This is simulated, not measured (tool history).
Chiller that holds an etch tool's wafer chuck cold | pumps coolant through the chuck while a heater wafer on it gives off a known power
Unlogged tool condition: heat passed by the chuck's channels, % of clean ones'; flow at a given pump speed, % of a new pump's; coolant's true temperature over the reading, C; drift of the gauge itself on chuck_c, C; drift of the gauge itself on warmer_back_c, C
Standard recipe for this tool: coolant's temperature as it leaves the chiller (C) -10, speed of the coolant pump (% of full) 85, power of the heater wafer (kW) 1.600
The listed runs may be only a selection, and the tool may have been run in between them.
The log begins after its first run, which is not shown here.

run   hour  coolant's temperature as it leaves the chiller (C)  speed of the coolant pump (% of full)  power of the heater wafer (kW)  hours since the coolant was changed and the channels were flushed  hours since the pump was overhauled  hours since the chiller's thermometer was calibrated  chuck's temperature once it has settled (C)  how much warmer the coolant comes back (C)
  2   15.9                                                 -10                                     85                           1.600                                                               4452                                 1441                                                    16                                          1.3                                        4.87
  3   37.4                                                 -10                                     85                           1.600                                                               4473                                 1462                                                    37                                          1.4                                        4.92
  4   72.4                                                 -10                                     71                           1.600                                                               4508                                 1497                                                    72                                          2.4                                        5.84
  5   91.0                                                 -10                                     71                           1.600                                                               4527                                 1516                                                    91                                          2.7                                        5.85
  6  120.8                                                 -10                                     71                           1.463                                                               4556                                 1546                                                   121                                          1.6                                        5.37
  7  154.2                                                 -10                                     71                           1.463                                                               4590                                 1579                                                   154                                          1.4                                        5.31
  8  175.2                                                 -10                                     71                           1.463                                                               4611                                 1600                                                   175                                          1.7                                        5.33
  9  208.0                                                 -10                                     85                           1.600                                                               4644                                 1633                                                   208                                          1.4                                        4.91
     215.8  -- coolant pump overhauled
 10  239.1                                                 -10                                     85                           1.600                                                               4670                                   23                                                   234                                          1.3                                        4.88
 11  259.5                                                 -10                                     85                           1.600                                                               4690                                   44                                                   254                                          1.5                                        4.90
 12  281.6                                                 -10                                     85                           1.600                                                               4712                                   66                                                   277                                          1.4                                        4.94
 13  299.8                                                 -10                                     85                           1.600                                                               4731                                   84                                                   295                                          1.5                                        4.95
 14  317.1                                                 -10                                     85                           1.600                                                               4748                                  101                                                   312                                          1.4                                        4.97
 15  332.7                                                 -10                                     85                           1.494                                                               4763                                  117                                                   328                                          0.8                                        4.59
 16  364.5                                                 -10                                     85                           1.494                                                               4795                                  149                                                   360                                          0.5                                        4.63
 17  391.8                                                 -10                                     85                           1.494                                                               4822                                  176                                                   387                                          0.6                                        4.56
 18  407.5                                                 -10                                     89                           1.494                                                               4838                                  192                                                   403                                          0.4                                        4.37
     435.7  -- coolant pump overhauled, once more
 19  435.7                                                  -9                                     79                           1.267                                                               4861                                    0                                                   426                                          0.4                                        4.08
 20  462.4                                                  -9                                     79                           1.267                                                               4888                                   27                                                   452                                          0.2                                        4.08
 21  488.2                                                  -4                                     66                           1.781                                                               4914                                   52                                                   478                                         10.7                                        6.80
 22  511.9                                                 -10                                     85                           1.552                                                               4938                                   76                                                   502                                          1.0                                        4.60

Run 23 comes next. What will it give?
 23  539.8                                                 -10                                     85                           1.552                                                               4966                                  104                                                   530                                            ?                                           ?

chuck's temperature once it has settled (C): 1.2
how much warmer the coolant comes back (C): 4.65
With the hidden condition absent and the run-to-run variation left alone, this run would have shown chuck's temperature once it has settled (C) -0.3, how much warmer the coolant comes back (C) 4.66.
